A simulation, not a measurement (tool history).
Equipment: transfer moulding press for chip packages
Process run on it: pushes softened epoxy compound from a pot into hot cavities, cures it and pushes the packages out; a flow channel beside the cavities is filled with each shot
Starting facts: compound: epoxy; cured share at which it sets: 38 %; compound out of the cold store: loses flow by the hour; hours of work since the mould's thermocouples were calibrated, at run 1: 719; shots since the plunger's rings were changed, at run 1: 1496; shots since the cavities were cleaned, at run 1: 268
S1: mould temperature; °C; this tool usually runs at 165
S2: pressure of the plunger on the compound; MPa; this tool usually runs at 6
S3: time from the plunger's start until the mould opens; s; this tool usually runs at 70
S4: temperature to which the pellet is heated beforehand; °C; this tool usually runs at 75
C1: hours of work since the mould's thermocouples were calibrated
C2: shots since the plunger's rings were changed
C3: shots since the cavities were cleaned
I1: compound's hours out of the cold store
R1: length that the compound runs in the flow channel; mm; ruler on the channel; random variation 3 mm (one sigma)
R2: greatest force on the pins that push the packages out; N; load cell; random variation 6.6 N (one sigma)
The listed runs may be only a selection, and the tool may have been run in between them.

run 1 hour=0 | S1=165 S2=6 S3=70 S4=75 | C1=719 C2=1496 C3=268 | I1=26.5 | R1=942 R2=342
-- hour=21.3 cavities cleaned with cleaning compound and waxed
-- hour=41.4 mould's thermocouples calibrated
-- hour=57.3 plunger's sealing rings changed
-- hour=58.8 cavities cleaned with cleaning compound and waxed
run 2 hour=83.4 | S1=165 S2=6 S3=70 S4=75 | C1=29 C2=509 C3=509 | I1=44.4 | R1=854 R2=362
-- hour=92.3 cavities cleaned with cleaning compound and waxed
-- hour=125.6 cavities cleaned with cleaning compound and waxed
run 3 hour=141.6 | S1=165 S2=6 S3=70 S4=75 | C1=72 C2=1651 C3=330 | I1=26.5 | R1=940 R2=332
-- hour=162.8 cavities cleaned with cleaning compound and waxed
-- hour=191.3 plunger's sealing rings changed
-- hour=196.8 cavities cleaned with cleaning compound and waxed
-- hour=231.5 cavities cleaned with cleaning compound and waxed
run 4 hour=237.6 | S1=165 S2=6 S3=70 S4=75 | C1=141 C2=896 C3=125 | I1=19.2 | R1=984 R2=296
-- hour=264.1 cavities cleaned with cleaning compound and waxed
-- hour=296 cavities cleaned with cleaning compound and waxed
-- hour=326.8 plunger's sealing rings changed
run 5 hour=326.8 | S1=173 S2=6 S3=70 S4=75 | C1=205 C2=1 C3=587 | I1=17.9 | R1=973 R2=318
-- hour=331 cavities cleaned with cleaning compound and waxed
-- hour=363.8 cavities cleaned with cleaning compound and waxed
-- hour=396.5 cavities cleaned with cleaning compound and waxed
run 6 hour=404 | S1=172 S2=6 S3=70 S4=75 | C1=261 C2=1507 C3=155 | I1=26.4 | R1=920 R2=288
-- hour=435 cavities cleaned with cleaning compound and waxed
-- hour=458.8 plunger's sealing rings changed
-- hour=472.7 cavities cleaned with cleaning compound and waxed
run 7 hour=472.7 | S1=172 S2=6 S3=70 S4=75 | C1=310 C2=257 C3=0 | I1=29.8 | R1=911 R2=233
-- hour=509.3 cavities cleaned with cleaning compound and waxed
run 8 hour=533.5 | S1=165 S2=6 S3=97 S4=75 | C1=356 C2=1485 C3=502 | I1=16.8 | R1=998 R2=331
-- hour=542.5 cavities cleaned with cleaning compound and waxed
-- hour=577.5 cavities cleaned with cleaning compound and waxed
-- hour=594 plunger's sealing rings changed
-- hour=613.4 cavities cleaned with cleaning compound and waxed
run 9 hour=631.5 | S1=165 S2=6 S3=70 S4=75 | C1=426 C2=744 C3=375 | I1=25.4 | R1=953 R2=353
-- hour=647.7 cavities cleaned with cleaning compound and waxed
run 10 hour=672.1 | S1=165 S2=6 S3=70 S4=75 | C1=457 C2=1555 C3=505 | I1=31.4 | R1=910 R2=371
-- hour=680.9 cavities cleaned with cleaning compound and waxed
-- hour=712.1 cavities cleaned with cleaning compound and waxed
-- hour=728.8 plunger's sealing rings changed
run 11 hour=742.8 | S1=165 S2=6 S3=70 S4=75 | C1=507 C2=288 C3=584 | I1=34 | R1=912 R2=381
-- hour=751.9 cavities cleaned with cleaning compound and waxed
-- hour=783.2 cavities cleaned with cleaning compound and waxed
-- hour=816 cavities cleaned with cleaning compound and waxed
run 12 hour=822.8 | S1=165 S2=6 S3=70 S4=75 | C1=565 C2=1852 C3=141 | I1=12.8 | R1=1017 R2=321
-- hour=851 cavities cleaned with cleaning compound and waxed
-- hour=860.6 plunger's sealing rings changed
run 13 hour=876.8 | S1=165 S2=6 S3=70 S4=75 | C1=604 C2=335 C3=483 | I1=17.2 | R1=995 R2=361
-- hour=885.1 cavities cleaned with cleaning compound and waxed
-- hour=920.1 cavities cleaned with cleaning compound and waxed
run 14 hour=921.1 | S1=171 S2=6 S3=70 S4=75 | C1=636 C2=1190 C3=20 | I1=35.9 | R1=877 R2=253
-- hour=954.7 cavities cleaned with cleaning compound and waxed
run 15 hour=959.5 | S1=160 S2=6.31 S3=72 S4=75 | C1=664 C2=1954 C3=98 | I1=32.8 | R1=940 R2=359
-- hour=987.2 cavities cleaned with cleaning compound and waxed
-- hour=997.1 plunger's sealing rings changed
-- hour=1022.2 cavities cleaned with cleaning compound and waxed
run 16 hour=1022.2 | S1=163 S2=6.31 S3=90 S4=75 | C1=708 C2=489 C3=0 | I1=15.6 | R1=1049 R2=237
-- hour=1055.3 cavities cleaned with cleaning compound and waxed
-- hour=1076.7 mould's thermocouples calibrated
run 17 hour=1076.7 | S1=165 S2=6.68 S3=91 S4=69 | C1=0 C2=1545 C3=401 | I1=39.3 | R1=916 R2=323
-- hour=1091.3 cavities cleaned with cleaning compound and waxed
run 18 hour=1115 | S1=170 S2=4.99 S3=87 S4=75 | C1=28 C2=2307 C3=491 | I1=24.1 | R1=849 R2=330
-- hour=1130.4 plunger's sealing rings changed
-- hour=1131.9 cavities cleaned with cleaning compound and waxed
-- hour=1165.5 cavities cleaned with cleaning compound and waxed
-- hour=1200.7 cavities cleaned with cleaning compound and waxed
run 19 hour=1203.8 | S1=165 S2=6.07 S3=70 S4=71 | C1=92 C2=1428 C3=64 | I1=8.5 | R1=1054 R2=297
-- hour=1233.9 cavities cleaned with cleaning compound and waxed
-- hour=1263 plunger's sealing rings changed
-- hour=1271.6 cavities cleaned with cleaning compound and waxed
run 20 hour=1289.6 | S1=165 S2=4.73 S3=109 S4=75 | C1=154 C2=521 C3=375 | I1=30.1 | R1=827 R2=305
-- hour=1304.3 cavities cleaned with cleaning compound and waxed
-- hour=1339.1 cavities cleaned with cleaning compound and waxed
run 21 hour=1348.8 | S1=166 S2=4.73 S3=109 S4=82 | C1=197 C2=1684 C3=200 | I1=46.1 | R1=735 R2=275
-- hour=1373.7 cavities cleaned with cleaning compound and waxed
-- hour=1396.9 plunger's sealing rings changed
-- hour=1413.1 cavities cleaned with cleaning compound and waxed
run 22 hour=1440.9 | S1=171 S2=6.23 S3=109 S4=82 | C1=264 C2=880 C3=577 | I1=29.6 | R1=924 R2=325
-- hour=1447.1 cavities cleaned with cleaning compound and waxed
-- hour=1481.9 cavities cleaned with cleaning compound and waxed
run 23 hour=1483 | S1=168 S2=6.99 S3=73 S4=76 | C1=294 C2=1689 C3=22 | I1=34.6 | R1=949 R2=250
-- hour=1517.3 cavities cleaned with cleaning compound and waxed
-- hour=1533.5 plunger's sealing rings changed
-- hour=1554 cavities cleaned with cleaning compound and waxed
run 24 hour=1554 | S1=160 S2=6.99 S3=84 S4=76 | C1=345 C2=392 C3=0 | I1=9.6 | R1=1158 R2=267

Describe how what the log doesn't record of the tool's condition differs between the last listed run preceding each entry between runs and the first listed run following it.
Run 1 -> run 2: cavities cleaned with cleaning compound and waxed (hour 21.3); mould's thermocouples calibrated (hour 41.4); plunger's sealing rings changed (hour 57.3); cavities cleaned with cleaning compound and waxed (hour 58.8)
  true mould temperature over the reading, C: -1.35 -> -0.13; pressure that reaches the compound, % of what is set: 96.82 -> 99.06; grip of the stained cavities, % over clean ones': 24.3 -> 34.9
  the result without the hidden state subtracted from the measured one, R1: -10 -> -4 mm; R2: +76 -> +92 N
Run 2 -> run 3: cavities cleaned with cleaning compound and waxed (hour 92.3); cavities cleaned with cleaning compound and waxed (hour 125.6)
  true mould temperature over the reading, C: -0.13 -> -0.2; pressure that reaches the compound, % of what is set: 99.06 -> 97.19; grip of the stained cavities, % over clean ones': 34.9 -> 25.3
  the result without the hidden state subtracted from the measured one, R1: -4 -> -13 mm; R2: +92 -> +68 N
Run 3 -> run 4: cavities cleaned with cleaning compound and waxed (hour 162.8); plunger's sealing rings changed (hour 191.3); cavities cleaned with cleaning compound and waxed (hour 196.8); cavities cleaned with cleaning compound and waxed (hour 231.5)
  true mould temperature over the reading, C: -0.2 -> -0.29; pressure that reaches the compound, % of what is set: 97.19 -> 98.55; grip of the stained cavities, % over clean ones': 25.3 -> 11.6
  the result without the hidden state subtracted from the measured one, R1: -13 -> -6 mm; R2: +68 -> +33 N
Run 4 -> run 5: cavities cleaned with cleaning compound and waxed (hour 264.1); cavities cleaned with cleaning compound and waxed (hour 296); plunger's sealing rings changed (hour 326.8)
  true mould temperature over the reading, C: -0.29 -> -0.39; pressure that reaches the compound, % of what is set: 98.55 -> 100; grip of the stained cavities, % over clean ones': 11.6 -> 37.8
  the result without the hidden state subtracted from the measured one, R1: -6 -> +1 mm; R2: +33 -> +90 N
Run 5 -> run 6: cavities cleaned with cleaning compound and waxed (hour 331); cavities cleaned with cleaning compound and waxed (hour 363.8); cavities cleaned with cleaning compound and waxed (hour 396.5)
  true mould temperature over the reading, C: -0.39 -> -0.47; pressure that reaches the compound, % of what is set: 100 -> 97.36; grip of the stained cavities, % over clean ones': 37.8 -> 16.5
  the result without the hidden state subtracted from the measured one, R1: +1 -> -11 mm; R2: +90 -> +41 N
Run 6 -> run 7: cavities cleaned with cleaning compound and waxed (hour 435); plunger's sealing rings changed (hour 458.8); cavities cleaned with cleaning compound and waxed (hour 472.7)
  true mould temperature over the reading, C: -0.47 -> -0.54; pressure that reaches the compound, % of what is set: 97.36 -> 98.95; grip of the stained cavities, % over clean ones': 16.5 -> 0.3
  the result without the hidden state subtracted from the measured one, R1: -11 -> -3 mm; R2: +41 -> +2 N
Run 7 -> run 8: cavities cleaned with cleaning compound and waxed (hour 509.3)
  true mould temperature over the reading, C: -0.54 -> -0.61; pressure that reaches the compound, % of what is set: 98.95 -> 96.7; grip of the stained cavities, % over clean ones': 0.3 -> 34.8
  the result without the hidden state subtracted from the measured one, R1: -3 -> -15 mm; R2: +2 -> +85 N
Run 8 -> run 9: cavities cleaned with cleaning compound and waxed (hour 542.5); cavities cleaned with cleaning compound and waxed (hour 577.5); plunger's sealing rings changed (hour 594); cavities cleaned with cleaning compound and waxed (hour 613.4)
  true mould temperature over the reading, C: -0.61 -> -0.71; pressure that reaches the compound, % of what is set: 96.7 -> 98.63; grip of the stained cavities, % over clean ones': 34.8 -> 30
  the result without the hidden state subtracted from the measured one, R1: -15 -> -4 mm; R2: +85 -> +85 N
Run 9 -> run 10: cavities cleaned with cleaning compound and waxed (hour 647.7)
  true mould temperature over the reading, C: -0.71 -> -0.75; pressure that reaches the compound, % of what is set: 98.63 -> 97.32; grip of the stained cavities, % over clean ones': 30 -> 37.3
  the result without the hidden state subtracted from the measured one, R1: -4 -> -10 mm; R2: +85 -> +104 N
Run 10 -> run 11: cavities cleaned with cleaning compound and waxed (hour 680.9); cavities cleaned with cleaning compound and waxed (hour 712.1); plunger's sealing rings changed (hour 728.8)
  true mould temperature over the reading, C: -0.75 -> -0.82; pressure that reaches the compound, % of what is set: 97.32 -> 99.42; grip of the stained cavities, % over clean ones': 37.3 -> 41.2
  the result without the hidden state subtracted from the measured one, R1: -10 -> +0 mm; R2: +104 -> +114 N
Run 11 -> run 12: cavities cleaned with cleaning compound and waxed (hour 751.9); cavities cleaned with cleaning compound and waxed (hour 783.2); cavities cleaned with cleaning compound and waxed (hour 816)
  true mould temperature over the reading, C: -0.82 -> -0.91; pressure that reaches the compound, % of what is set: 99.42 -> 96.94; grip of the stained cavities, % over clean ones': 41.2 -> 13.2
  the result without the hidden state subtracted from the measured one, R1: +0 -> -12 mm; R2: +114 -> +44 N
Run 12 -> run 13: cavities cleaned with cleaning compound and waxed (hour 851); plunger's sealing rings changed (hour 860.6)
  true mould temperature over the reading, C: -0.91 -> -0.96; pressure that reaches the compound, % of what is set: 96.94 -> 98.87; grip of the stained cavities, % over clean ones': 13.2 -> 33.7
  the result without the hidden state subtracted from the measured one, R1: -12 -> -2 mm; R2: +44 -> +98 N
Run 13 -> run 14: cavities cleaned with cleaning compound and waxed (hour 885.1); cavities cleaned with cleaning compound and waxed (hour 920.1)
  true mould temperature over the reading, C: -0.96 -> -1.01; pressure that reaches the compound, % of what is set: 98.87 -> 97.35; grip of the stained cavities, % over clean ones': 33.7 -> 2
  the result without the hidden state subtracted from the measured one, R1: -2 -> -8 mm; R2: +98 -> +6 N
Run 14 -> run 15: cavities cleaned with cleaning compound and waxed (hour 954.7)
  true mould temperature over the reading, C: -1.01 -> -1.05; pressure that reaches the compound, % of what is set: 97.35 -> 96.11; grip of the stained cavities, % over clean ones': 2 -> 10.5
  the result without the hidden state subtracted from the measured one, R1: -8 -> -14 mm; R2: +6 -> +48 N
Run 15 -> run 16: cavities cleaned with cleaning compound and waxed (hour 987.2); plunger's sealing rings changed (hour 997.1); cavities cleaned with cleaning compound and waxed (hour 1022.2)
  true mould temperature over the reading, C: -1.05 -> -1.11; pressure that reaches the compound, % of what is set: 96.11 -> 98.64; grip of the stained cavities, % over clean ones': 10.5 -> 0.7
  the result without the hidden state subtracted from the measured one, R1: -14 -> -2 mm; R2: +48 -> +3 N
Run 16 -> run 17: cavities cleaned with cleaning compound and waxed (hour 1055.3); mould's thermocouples calibrated (hour 1076.7)
  true mould temperature over the reading, C: -1.11 -> 0.04; pressure that reaches the compound, % of what is set: 98.64 -> 96.86; grip of the stained cavities, % over clean ones': 0.7 -> 30.1
  the result without the hidden state subtracted from the measured one, R1: -2 -> -15 mm; R2: +3 -> +75 N
Run 17 -> run 18: cavities cleaned with cleaning compound and waxed (hour 1091.3)
  true mould temperature over the reading, C: 0.04 -> 0; pressure that reaches the compound, % of what is set: 96.86 -> 95.62; grip of the stained cavities, % over clean ones': 30.1 -> 35.7
  the result without the hidden state subtracted from the measured one, R1: -15 -> -19 mm; R2: +75 -> +84 N
Run 18 -> run 19: plunger's sealing rings changed (hour 1130.4); cavities cleaned with cleaning compound and waxed (hour 1131.9); cavities cleaned with cleaning compound and waxed (hour 1165.5); cavities cleaned with cleaning compound and waxed (hour 1200.7)
  true mould temperature over the reading, C: 0 -> -0.1; pressure that reaches the compound, % of what is set: 95.62 -> 96.92; grip of the stained cavities, % over clean ones': 35.7 -> 7.2
  the result without the hidden state subtracted from the measured one, R1: -19 -> -16 mm; R2: +84 -> +21 N
Run 19 -> run 20: cavities cleaned with cleaning compound and waxed (hour 1233.9); plunger's sealing rings changed (hour 1263); cavities cleaned with cleaning compound and waxed (hour 1271.6)
  true mould temperature over the reading, C: -0.1 -> -0.2; pressure that reaches the compound, % of what is set: 96.92 -> 98.42; grip of the stained cavities, % over clean ones': 7.2 -> 29.3
  the result without the hidden state subtracted from the measured one, R1: -16 -> -6 mm; R2: +21 -> +69 N
Run 20 -> run 21: cavities cleaned with cleaning compound and waxed (hour 1304.3); cavities cleaned with cleaning compound and waxed (hour 1339.1)
  true mould temperature over the reading, C: -0.2 -> -0.26; pressure that reaches the compound, % of what is set: 98.42 -> 96.52; grip of the stained cavities, % over clean ones': 29.3 -> 14.7
  the result without the hidden state subtracted from the measured one, R1: -6 -> -12 mm; R2: +69 -> +34 N
Run 21 -> run 22: cavities cleaned with cleaning compound and waxed (hour 1373.7); plunger's sealing rings changed (hour 1396.9); cavities cleaned with cleaning compound and waxed (hour 1413.1)
  true mould temperature over the reading, C: -0.26 -> -0.35; pressure that reaches the compound, % of what is set: 96.52 -> 98.38; grip of the stained cavities, % over clean ones': 14.7 -> 41.4
  the result without the hidden state subtracted from the measured one, R1: -12 -> -7 mm; R2: +34 -> +98 N
Run 22 -> run 23: cavities cleaned with cleaning compound and waxed (hour 1447.1); cavities cleaned with cleaning compound and waxed (hour 1481.9)
  true mould temperature over the reading, C: -0.35 -> -0.39; pressure that reaches the compound, % of what is set: 98.38 -> 97.02; grip of the stained cavities, % over clean ones': 41.4 -> 2.6
  the result without the hidden state subtracted from the measured one, R1: -7 -> -13 mm; R2: +98 -> +7 N
Run 23 -> run 24: cavities cleaned with cleaning compound and waxed (hour 1517.3); plunger's sealing rings changed (hour 1533.5); cavities cleaned with cleaning compound and waxed (hour 1554)
  true mould temperature over the reading, C: -0.39 -> -0.46; pressure that reaches the compound, % of what is set: 97.02 -> 99.14; grip of the stained cavities, % over clean ones': 2.6 -> 0.2
  the result without the hidden state subtracted from the measured one, R1: -13 -> -3 mm; R2: +7 -> +4 N
